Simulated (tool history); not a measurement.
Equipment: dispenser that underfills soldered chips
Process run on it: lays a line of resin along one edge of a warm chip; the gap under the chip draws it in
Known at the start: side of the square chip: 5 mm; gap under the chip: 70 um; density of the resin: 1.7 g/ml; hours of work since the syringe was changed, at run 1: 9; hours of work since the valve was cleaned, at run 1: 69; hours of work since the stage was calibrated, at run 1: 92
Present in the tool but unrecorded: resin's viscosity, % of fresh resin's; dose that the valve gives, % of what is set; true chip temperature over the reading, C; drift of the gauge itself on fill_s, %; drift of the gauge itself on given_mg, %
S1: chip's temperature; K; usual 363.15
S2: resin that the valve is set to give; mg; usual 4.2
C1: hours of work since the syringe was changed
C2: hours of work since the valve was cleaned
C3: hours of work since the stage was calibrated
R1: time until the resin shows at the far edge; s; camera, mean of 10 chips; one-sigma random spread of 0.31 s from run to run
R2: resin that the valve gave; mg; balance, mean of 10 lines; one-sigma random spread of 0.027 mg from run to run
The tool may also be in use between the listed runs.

| run | hour | S1 | S2 | C1 | C2 | C3 | R1 | R2 |
|---|---|---|---|---|---|---|---|---|
| 1 | 0 | 363.15 | 4.2 | 9 | 69 | 92 | 12.3 | 4.08 |
|  | 1.3 | new syringe of resin |
| 2 | 9.2 | 363.15 | 4.2 | 5 | 75 | 98 | 10 | 4.03 |
| 3 | 13.6 | 368.15 | 4.2 | 8 | 78 | 101 | 9.1 | 4.02 |
|  | 17.1 | new syringe of resin |
| 4 | 23.2 | 363.15 | 4.2 | 4 | 84 | 107 | 10.2 | 4.07 |
| 5 | 32.1 | 363.15 | 4.2 | 10 | 89 | 113 | 12.3 | 4.07 |
|  | 33.1 | new syringe of resin |
| 6 | 42 | 363.15 | 4.2 | 6 | 96 | 119 | 10.5 | 4.04 |
| 7 | 45.9 | 363.15 | 4.2 | 8 | 98 | 122 | 11.7 | 4.02 |
|  | 48.6 | new syringe of resin |
| 8 | 51.7 | 363.15 | 4.2 | 2 | 102 | 125 | 8.8 | 4.01 |
| 9 | 58.5 | 363.15 | 4.12 | 7 | 106 | 130 | 11.2 | 3.94 |
|  | 64.9 | new syringe of resin |
| 10 | 67.3 | 363.15 | 4.38 | 2 | 112 | 135 | 9.3 | 4.19 |
| 11 | 71.9 | 363.15 | 4.31 | 5 | 115 | 138 | 10.6 | 4.1 |
| 12 | 76.9 | 352.15 | 4.2 | 8 | 118 | 142 | 19.7 | 4.01 |
|  | 80.3 | new syringe of resin |
| 13 | 81.7 | 352.15 | 4.2 | 1 | 121 | 145 | 15.6 | 3.98 |
| 14 | 89.4 | 352.15 | 4.2 | 6 | 126 | 150 | 18.7 | 4 |
|  | 91.7 | dispensing valve cleaned and set on the balance |
|  | 97 | new syringe of resin |
| 15 | 97 | 352.15 | 4.2 | 0 | 3 | 154 | 15.1 | 4.2 |
| 16 | 106.2 | 363.15 | 4.2 | 6 | 9 | 160 | 10.7 | 4.16 |
| 17 | 111.9 | 363.15 | 4.2 | 10 | 13 | 163 | 12.2 | 4.19 |
|  | 112.9 | new syringe of resin |
| 18 | 121.4 | 362.15 | 4.2 | 6 | 19 | 170 | 11.2 | 4.12 |
|  | 128.6 | new syringe of resin |
| 19 | 128.6 | 352.15 | 4.52 | 0 | 24 | 174 | 14.8 | 4.48 |
| 20 | 137.9 | 369.15 | 3.81 | 6 | 30 | 180 | 8.5 | 3.73 |
|  | 144.7 | new syringe of resin |
| 21 | 145.5 | 369.15 | 3.81 | 1 | 35 | 185 | 6.8 | 3.77 |
| 22 | 150.8 | 369.15 | 4.95 | 4 | 38 | 188 | 8.5 | 4.84 |
| 23 | 159.4 | 372.15 | 3.66 | 10 | 44 | 194 | 8.9 | 3.64 |
|  | 160.5 | new syringe of resin |
| 24 | 167.5 | 366.15 | 5.17 | 5 | 49 | 199 | 8.5 | 5.05 |
| 25 | 171.5 | 366.15 | 5.17 | 7 | 51 | 202 | 10 | 5.04 |
|  | 176 | new syringe of resin |
| 26 | 180.1 | 366.15 | 5.17 | 3 | 57 | 207 | 7.9 | 5.05 |
| 27 | 184.3 | 357.15 | 5.3 | 5 | 60 | 210 | 13.9 | 5.17 |
| 28 | 188.2 | 360.15 | 4.91 | 8 | 62 | 213 | 13.6 | 4.77 |

Expected results for the next run?
|  | 191.6 | new syringe of resin |
| 29 | 192.8 | 371.15 | 4.91 | 1 | 65 | 215 | ? | ? |

{"run 29": {"R1": 6, "R2": 4.77}}
Had the tool carried no hidden state, the very same run would have given R1 5.5 s, R2 4.91 mg.

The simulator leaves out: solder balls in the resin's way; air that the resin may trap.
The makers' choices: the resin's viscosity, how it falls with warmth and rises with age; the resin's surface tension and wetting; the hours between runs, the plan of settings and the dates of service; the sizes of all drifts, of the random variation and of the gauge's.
